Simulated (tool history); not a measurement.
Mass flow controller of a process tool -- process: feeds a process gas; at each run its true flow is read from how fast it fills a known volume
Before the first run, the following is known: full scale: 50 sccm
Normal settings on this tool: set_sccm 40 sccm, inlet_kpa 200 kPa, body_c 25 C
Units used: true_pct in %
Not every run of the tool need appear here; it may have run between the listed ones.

Run 1, hour 0.0: usual settings. Result: true_pct 101.22 %.
Run 2, hour 51.7: usual settings. Result: true_pct 101.39 %.
Run 3, hour 146.8: usual settings but inlet_kpa 167 kPa. Result: true_pct 101.32 %.
Run 4, hour 225.2: usual settings but inlet_kpa 167 kPa. Result: true_pct 101.41 %.
Run 5, hour 295.0: usual settings but inlet_kpa 167 kPa. Result: true_pct 101.50 %.
Run 6, hour 348.8: usual settings but inlet_kpa 167 kPa. Result: true_pct 101.49 %.
Run 7, hour 396.9: usual settings. Result: true_pct 101.53 %.
Run 8, hour 447.5: usual settings but body_c 38 C. Result: true_pct 102.22 %.
Run 9, hour 532.0: usual settings but inlet_kpa 248 kPa. Result: true_pct 101.29 %.
Run 10, hour 618.7: usual settings but inlet_kpa 248 kPa. Result: true_pct 101.34 %.
Run 11, hour 660.8: usual settings but set_sccm 9 sccm, inlet_kpa 171 kPa, body_c 23 C. Result: true_pct 100.73 %.
Run 12, hour 720.4: usual settings but set_sccm 44 sccm, inlet_kpa 151 kPa, body_c 29 C. Result: true_pct 101.99 %.
Run 13, hour 803.7: usual settings but set_sccm 44 sccm, inlet_kpa 276 kPa, body_c 22 C. Result: true_pct 101.39 %.
Run 14, hour 875.5: usual settings but set_sccm 44 sccm, inlet_kpa 276 kPa, body_c 22 C. Result: true_pct 101.46 %.

Each run again, without the hidden state but with its own random variation kept:
Hidden state present: flow at rest that the sensor doesn't see, % of full scale; true flow over the shown one, %; drift of the gauge itself on true_pct, %.
run  true_pct
  1     99.37
  2     99.52
  3     99.42
  4     99.49
  5     99.55
  6     99.52
  7     99.55
  8    100.23
  9     99.27
 10     99.29
 11     97.55
 12     99.94
 13     99.32
 14     99.36

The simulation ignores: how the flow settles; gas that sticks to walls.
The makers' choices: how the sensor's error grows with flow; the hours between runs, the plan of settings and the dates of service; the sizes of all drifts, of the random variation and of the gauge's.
